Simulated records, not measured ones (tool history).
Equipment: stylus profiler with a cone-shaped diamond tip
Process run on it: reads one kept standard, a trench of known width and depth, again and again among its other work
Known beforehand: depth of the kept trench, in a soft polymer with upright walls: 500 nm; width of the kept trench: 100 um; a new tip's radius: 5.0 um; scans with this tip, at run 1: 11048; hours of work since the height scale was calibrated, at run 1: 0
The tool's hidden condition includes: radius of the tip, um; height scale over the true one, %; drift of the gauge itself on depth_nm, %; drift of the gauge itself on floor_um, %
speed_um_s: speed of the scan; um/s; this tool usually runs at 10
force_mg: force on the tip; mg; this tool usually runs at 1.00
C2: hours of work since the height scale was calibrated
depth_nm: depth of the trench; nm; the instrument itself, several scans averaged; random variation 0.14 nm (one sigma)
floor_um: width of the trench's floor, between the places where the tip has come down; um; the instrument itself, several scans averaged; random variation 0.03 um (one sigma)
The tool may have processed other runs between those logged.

Run 1, hour 0.0: usual settings; scans with this tip 11048; C2 0. Result: depth_nm 503.30 nm, floor_um 93.65 um.
Run 2, hour 93.8: usual settings; scans with this tip 11306; C2 62. Result: depth_nm 503.33 nm, floor_um 93.61 um.
Run 3, hour 192.8: usual settings; scans with this tip 11578; C2 128. Result: depth_nm 503.27 nm, floor_um 93.57 um.
Run 4, hour 262.1: usual settings; scans with this tip 11768; C2 174. Result: depth_nm 503.44 nm, floor_um 93.59 um.
Run 5, hour 311.8: usual settings; scans with this tip 11905; C2 207. Result: depth_nm 503.26 nm, floor_um 93.54 um.
Run 6, hour 362.3: usual settings; scans with this tip 12044; C2 240. Result: depth_nm 503.58 nm, floor_um 93.51 um.
Run 7, hour 450.7: usual settings but force_mg 1.11 mg; scans with this tip 12287; C2 299. Result: depth_nm 503.92 nm, floor_um 93.43 um.
Run 8, hour 558.8: usual settings but force_mg 1.11 mg; scans with this tip 12584; C2 371. Result: depth_nm 503.49 nm, floor_um 93.42 um.
Run 9, hour 666.0: usual settings but force_mg 1.11 mg; scans with this tip 12878; C2 442. Result: depth_nm 503.56 nm, floor_um 93.36 um.
Run 10, hour 776.6: usual settings but force_mg 1.34 mg; scans with this tip 13182; C2 515. Result: depth_nm 504.46 nm, floor_um 93.27 um.
Run 11, hour 858.0: usual settings but force_mg 1.34 mg; scans with this tip 13406; C2 569. Result: depth_nm 504.39 nm, floor_um 93.32 um.
Run 12, hour 966.9: usual settings but speed_um_s 7 um/s, force_mg 0.34 mg; scans with this tip 13706; C2 641. Result: depth_nm 502.29 nm, floor_um 93.25 um.
Run 13, hour 1042.6: usual settings but speed_um_s 7 um/s, force_mg 0.34 mg; scans with this tip 13914; C2 692. Result: depth_nm 502.40 nm, floor_um 93.20 um.
Run 14, hour 1116.1: usual settings but speed_um_s 7 um/s, force_mg 0.34 mg; scans with this tip 14116; C2 740. Result: depth_nm 502.42 nm, floor_um 93.24 um.
Run 15, hour 1170.5: usual settings but speed_um_s 7 um/s, force_mg 0.34 mg; scans with this tip 14265; C2 776. Result: depth_nm 502.17 nm, floor_um 93.21 um.
Run 16, hour 1242.0: usual settings but speed_um_s 7 um/s, force_mg 0.34 mg; scans with this tip 14462; C2 824. Result: depth_nm 502.32 nm, floor_um 93.20 um.
Run 17, hour 1349.4: usual settings but speed_um_s 7 um/s, force_mg 0.34 mg; scans with this tip 14757; C2 895. Result: depth_nm 502.26 nm, floor_um 93.07 um.
Run 18, hour 1403.7: usual settings but speed_um_s 5 um/s, force_mg 1.07 mg; scans with this tip 14906; C2 931. Result: depth_nm 504.19 nm, floor_um 93.15 um.
Run 19, hour 1474.3: usual settings but speed_um_s 19 um/s, force_mg 1.07 mg; scans with this tip 15100; C2 978. Result: depth_nm 504.17 nm, floor_um 93.03 um.

Table of differences, measured result less the result of that run with no hidden state. Run-to-run variation is the same in both. Gauge scatter possibly is not:
run  depth_nm  floor_um
  1     +0.28     -1.93
  2     +0.33     -1.97
  3     +0.38     -2.01
  4     +0.41     -2.04
  5     +0.43     -2.05
  6     +0.46     -2.08
  7     +0.50     -2.11
  8     +0.55     -2.15
  9     +0.60     -2.20
 10     +0.65     -2.24
 11     +0.69     -2.26
 12     +0.74     -2.31
 13     +0.77     -2.34
 14     +0.80     -2.37
 15     +0.83     -2.38
 16     +0.87     -2.42
 17     +0.92     -2.45
 18     +0.94     -2.47
 19     +0.97     -2.50

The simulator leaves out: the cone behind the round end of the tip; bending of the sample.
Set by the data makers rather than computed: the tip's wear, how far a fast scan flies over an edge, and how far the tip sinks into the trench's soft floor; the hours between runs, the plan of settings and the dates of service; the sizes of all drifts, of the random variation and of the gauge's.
